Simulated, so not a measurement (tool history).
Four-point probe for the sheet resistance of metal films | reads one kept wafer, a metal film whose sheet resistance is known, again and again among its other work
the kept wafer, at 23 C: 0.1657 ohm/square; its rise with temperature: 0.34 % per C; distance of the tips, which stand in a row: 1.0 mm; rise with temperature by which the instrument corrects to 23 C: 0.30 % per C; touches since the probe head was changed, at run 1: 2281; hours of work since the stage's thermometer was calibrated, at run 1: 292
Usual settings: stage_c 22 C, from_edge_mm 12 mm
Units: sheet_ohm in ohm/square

run   hour  stage_c  from_edge_mm  touches since the probe head was changed  hours of work since the stage's thermometer was calibrated  sheet_ohm
  1    0.0       22            12                                      2281                                                         292   0.166371
  2    9.6       22            12                                      2428                                                         296   0.166378
  3   27.1       22            12                                      2698                                                         303   0.166462
  4   45.8       22            12                                      2985                                                         311   0.166371
  5   62.6       22            12                                      3243                                                         318   0.166391
  6   78.7       22             3                                      3490                                                         324   0.175094
  7   95.6       22             3                                      3751                                                         331   0.175139
  8  113.6       22            12                                      4027                                                         339   0.166452
  9  136.4       22            18                                      4378                                                         348   0.166102
 10  158.1       23            12                                      4711                                                         357   0.166489
 11  181.1       23            12                                      5065                                                         366   0.166424
 12  198.6       22            12                                      5334                                                         373   0.166410
 13  221.0       22            12                                      5678                                                         383   0.166420
 14  234.1       21            12                                      5879                                                         388   0.166360
 15  253.1       22            12                                      6172                                                         396   0.166520
 16  268.4       22            12                                      6407                                                         402   0.166514
 17  280.0       22             4                                      6586                                                         407   0.171197
 18  303.0       22            12                                      6940                                                         416   0.166516
 19  324.2       22            12                                      7265                                                         425   0.166437
 20  337.7       22            12                                      7472                                                         430   0.166489
 21  347.9       22            12                                      7629                                                         435   0.166415
 22  367.0       32             7                                      7923                                                         442   0.168352
 23  387.7       32             7                                      8242                                                         451   0.168235
 24  406.4       32             7                                      8530                                                         459   0.168289
 25  421.8       32             7                                      8765                                                         465   0.168295
 26  434.4       23            33                                      8960                                                         470   0.166024
 27  452.6       21            49                                      9239                                                         478   0.165917
 28  471.1       21            49                                      9523                                                         485   0.165858
 29  487.4       21            49                                      9774                                                         492   0.165800
 30  501.5       25             5                                      9992                                                         498   0.169602
 31  517.7       25             5                                     10240                                                         504   0.169561
 32  535.7       20            32                                     10516                                                         512   0.165920
 33  551.0       31            11                                     10753                                                         518   0.167151
 34  572.6       24            70                                     11084                                                         527   0.165995
 35  595.4       35            12                                     11435                                                         536   0.167318
 36  608.8       35            12                                     11640                                                         542   0.167322
 37  630.1       35            12                                     11968                                                         550   0.167388
 38  640.0       20            12                                     12121                                                         554   0.166400
 39  653.3       25            35                                     12325                                                         560   0.166201
 40  668.3       22            43                                     12556                                                         566   0.165970
 41  682.3       22            43                                     12770                                                         572   0.166012

Measured less the same run without the tool's hidden state. The same run-to-run variation is in both; the gauge's scatter may not be:
The hidden state here: inner tips' distance over the nominal, %; tips' flats over new ones', %; wafer's true temperature over the reading, C; drift of the gauge itself on sheet_ohm, %.
run  sheet_ohm
  1  +0.000139
  2  +0.000141
  3  +0.000145
  4  +0.000150
  5  +0.000153
  6  +0.000165
  7  +0.000168
  8  +0.000164
  9  +0.000169
 10  +0.000174
 11  +0.000178
 12  +0.000183
 13  +0.000188
 14  +0.000191
 15  +0.000194
 16  +0.000198
 17  +0.000206
 18  +0.000206
 19  +0.000210
 20  +0.000213
 21  +0.000215
 22  +0.000219
 23  +0.000223
 24  +0.000227
 25  +0.000230
 26  +0.000233
 27  +0.000237
 28  +0.000241
 29  +0.000244
 30  +0.000251
 31  +0.000255
 32  +0.000255
 33  +0.000256
 34  +0.000262
 35  +0.000264
 36  +0.000267
 37  +0.000272
 38  +0.000279
 39  +0.000279
 40  +0.000282
 41  +0.000285
